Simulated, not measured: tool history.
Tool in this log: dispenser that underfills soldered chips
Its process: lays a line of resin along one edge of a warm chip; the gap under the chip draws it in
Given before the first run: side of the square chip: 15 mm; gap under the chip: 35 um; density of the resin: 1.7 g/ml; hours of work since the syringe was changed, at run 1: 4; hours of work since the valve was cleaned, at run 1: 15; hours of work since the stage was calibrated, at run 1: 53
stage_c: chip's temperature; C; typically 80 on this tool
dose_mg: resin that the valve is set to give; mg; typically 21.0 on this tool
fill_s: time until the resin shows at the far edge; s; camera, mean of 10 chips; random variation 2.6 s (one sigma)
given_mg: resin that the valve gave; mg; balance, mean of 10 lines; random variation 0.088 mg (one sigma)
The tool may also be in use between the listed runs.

| run | day | stage_c | dose_mg | hours of work since the syringe was changed | hours of work since the valve was cleaned | hours of work since the stage was calibrated | fill_s | given_mg |
|---|---|---|---|---|---|---|---|---|
| 1 | 0.000 | 80 | 21.0 | 4 | 15 | 53 | 319.3 | 20.93 |
|  | 0.138 | new syringe of resin |
| 2 | 0.138 | 80 | 21.0 | 0 | 17 | 55 | 262.8 | 20.73 |
| 3 | 0.267 | 80 | 21.0 | 2 | 19 | 57 | 298.4 | 20.69 |
| 4 | 0.388 | 80 | 21.0 | 4 | 21 | 59 | 347.0 | 20.79 |
|  | 0.488 | new syringe of resin |
| 5 | 0.567 | 80 | 21.0 | 1 | 24 | 62 | 288.6 | 20.81 |
| 6 | 0.788 | 80 | 21.0 | 5 | 27 | 66 | 360.7 | 20.65 |
|  | 0.846 | new syringe of resin |
| 7 | 0.925 | 80 | 21.0 | 1 | 29 | 68 | 281.4 | 20.81 |
| 8 | 1.096 | 80 | 21.0 | 4 | 32 | 71 | 334.6 | 20.55 |

Run 9 has not been measured yet. What should we expect?
|  | 1.208 | new syringe of resin |
| 9 | 1.250 | 78 | 20.7 | 1 | 35 | 73 | ? | ? |

Logged for run 9: fill_s 291.2 s, given_mg 20.28 mg.
On a tool with no hidden condition, and with the same random variation, this run would have come out at fill_s 274.4 s, given_mg 20.72 mg.
